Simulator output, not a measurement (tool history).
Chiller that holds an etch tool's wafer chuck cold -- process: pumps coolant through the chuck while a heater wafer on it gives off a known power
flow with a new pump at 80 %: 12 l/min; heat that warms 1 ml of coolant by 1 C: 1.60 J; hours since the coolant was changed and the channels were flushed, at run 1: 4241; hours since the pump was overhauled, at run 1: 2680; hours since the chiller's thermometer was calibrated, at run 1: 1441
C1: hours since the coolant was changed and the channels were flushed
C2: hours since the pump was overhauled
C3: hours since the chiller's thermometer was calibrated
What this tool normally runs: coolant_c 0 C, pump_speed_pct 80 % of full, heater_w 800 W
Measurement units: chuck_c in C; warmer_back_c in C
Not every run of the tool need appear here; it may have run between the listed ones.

{"run": 1, "day": 0.0, "coolant_c": 0, "pump_speed_pct": 80, "heater_w": 800, "C1": 4241, "C2": 2680, "C3": 1441, "chuck_c": 9.6, "warmer_back_c": 2.51}
{"run": 2, "day": 3.129, "coolant_c": 0, "pump_speed_pct": 80, "heater_w": 800, "C1": 4316, "C2": 2755, "C3": 1516, "chuck_c": 9.5, "warmer_back_c": 2.53}
{"run": 3, "day": 5.671, "coolant_c": 0, "pump_speed_pct": 99, "heater_w": 800, "C1": 4377, "C2": 2816, "C3": 1577, "chuck_c": 8.2, "warmer_back_c": 2.08}
{"run": 4, "day": 9.533, "coolant_c": 0, "pump_speed_pct": 99, "heater_w": 800, "C1": 4470, "C2": 2909, "C3": 1670, "chuck_c": 8, "warmer_back_c": 2.07}
{"run": 5, "day": 11.512, "coolant_c": 0, "pump_speed_pct": 80, "heater_w": 800, "C1": 4517, "C2": 2956, "C3": 1717, "chuck_c": 9.5, "warmer_back_c": 2.63}
{"run": 6, "day": 13.371, "coolant_c": 0, "pump_speed_pct": 80, "heater_w": 800, "C1": 4562, "C2": 3001, "C3": 1762, "chuck_c": 9.7, "warmer_back_c": 2.63}
{"run": 7, "day": 15.483, "coolant_c": -2, "pump_speed_pct": 80, "heater_w": 800, "C1": 4613, "C2": 3052, "C3": 1812, "chuck_c": 7.6, "warmer_back_c": 2.58}
{"run": 8, "day": 19.517, "coolant_c": -2, "pump_speed_pct": 80, "heater_w": 800, "C1": 4709, "C2": 3149, "C3": 1909, "chuck_c": 7.5, "warmer_back_c": 2.63}
{"run": 9, "day": 23.25, "coolant_c": -2, "pump_speed_pct": 80, "heater_w": 800, "C1": 4799, "C2": 3238, "C3": 1999, "chuck_c": 7.5, "warmer_back_c": 2.65}
{"run": 10, "day": 27.258, "coolant_c": -2, "pump_speed_pct": 80, "heater_w": 800, "C1": 4895, "C2": 3334, "C3": 2095, "chuck_c": 7.6, "warmer_back_c": 2.69}
{"run": 11, "day": 30.775, "coolant_c": -2, "pump_speed_pct": 80, "heater_w": 1104, "C1": 4979, "C2": 3419, "C3": 2179, "chuck_c": 11, "warmer_back_c": 3.66}
{"run": 12, "day": 33.808, "coolant_c": -2, "pump_speed_pct": 80, "heater_w": 1104, "C1": 5052, "C2": 3492, "C3": 2252, "chuck_c": 11.2, "warmer_back_c": 3.66}
{"run": 13, "day": 36.396, "coolant_c": 0, "pump_speed_pct": 80, "heater_w": 800, "C1": 5114, "C2": 3554, "C3": 2314, "chuck_c": 9.6, "warmer_back_c": 2.73}
{"run": 14, "day": 38.417, "coolant_c": 0, "pump_speed_pct": 80, "heater_w": 800, "C1": 5163, "C2": 3602, "C3": 2363, "chuck_c": 9.6, "warmer_back_c": 2.72}
{"run": 15, "day": 40.504, "coolant_c": 0, "pump_speed_pct": 80, "heater_w": 800, "C1": 5213, "C2": 3652, "C3": 2413, "chuck_c": 9.5, "warmer_back_c": 2.78}
{"day": 42.354, "done": "chiller's thermometer calibrated"}
{"run": 16, "day": 44.096, "coolant_c": 0, "pump_speed_pct": 80, "heater_w": 800, "C1": 5298, "C2": 3738, "C3": 42, "chuck_c": 9.4, "warmer_back_c": 2.79}
{"run": 17, "day": 47.883, "coolant_c": 0, "pump_speed_pct": 76, "heater_w": 800, "C1": 5389, "C2": 3828, "C3": 133, "chuck_c": 9.9, "warmer_back_c": 2.98}
{"run": 18, "day": 50.05, "coolant_c": 0, "pump_speed_pct": 76, "heater_w": 952, "C1": 5441, "C2": 3880, "C3": 185, "chuck_c": 11.6, "warmer_back_c": 3.42}
{"run": 19, "day": 51.729, "coolant_c": -3, "pump_speed_pct": 80, "heater_w": 800, "C1": 5481, "C2": 3921, "C3": 225, "chuck_c": 6.5, "warmer_back_c": 2.81}
{"run": 20, "day": 54.829, "coolant_c": -3, "pump_speed_pct": 80, "heater_w": 800, "C1": 5556, "C2": 3995, "C3": 299, "chuck_c": 6.5, "warmer_back_c": 2.86}
{"run": 21, "day": 57.054, "coolant_c": 9, "pump_speed_pct": 80, "heater_w": 608, "C1": 5609, "C2": 4048, "C3": 353, "chuck_c": 16.2, "warmer_back_c": 2.28}
{"run": 22, "day": 60.017, "coolant_c": 9, "pump_speed_pct": 80, "heater_w": 608, "C1": 5680, "C2": 4120, "C3": 424, "chuck_c": 16.3, "warmer_back_c": 2.26}
{"run": 23, "day": 63.425, "coolant_c": 9, "pump_speed_pct": 80, "heater_w": 608, "C1": 5762, "C2": 4201, "C3": 506, "chuck_c": 16.2, "warmer_back_c": 2.28}
{"run": 24, "day": 65.825, "coolant_c": -9, "pump_speed_pct": 80, "heater_w": 585, "C1": 5820, "C2": 4259, "C3": 563, "chuck_c": -1.9, "warmer_back_c": 2.24}
{"day": 66.696, "done": "gauge calibrated"}
{"run": 25, "day": 69.604, "coolant_c": -5, "pump_speed_pct": 80, "heater_w": 1194, "C1": 5910, "C2": 4350, "C3": 654, "chuck_c": 9.1, "warmer_back_c": 3.72}
{"run": 26, "day": 72.754, "coolant_c": -8, "pump_speed_pct": 80, "heater_w": 800, "C1": 5986, "C2": 4425, "C3": 730, "chuck_c": 1.4, "warmer_back_c": 2.5}

Entry by entry between the runs, the difference in hidden state between the last listed run before and the first listed run after:
Logged between run 15 and run 16: chiller's thermometer calibrated (day 42.354)
  drift of the gauge itself on warmer_back_c, C: 0.25 -> 0.28
  measured less the result without the state, warmer_back_c: +0.25 -> +0.27 C
Logged between run 24 and run 25: gauge calibrated (day 66.696)
  drift of the gauge itself on warmer_back_c, C: 0.41 -> 0.02
  measured less the result without the state, warmer_back_c: +0.42 -> +0.02 C
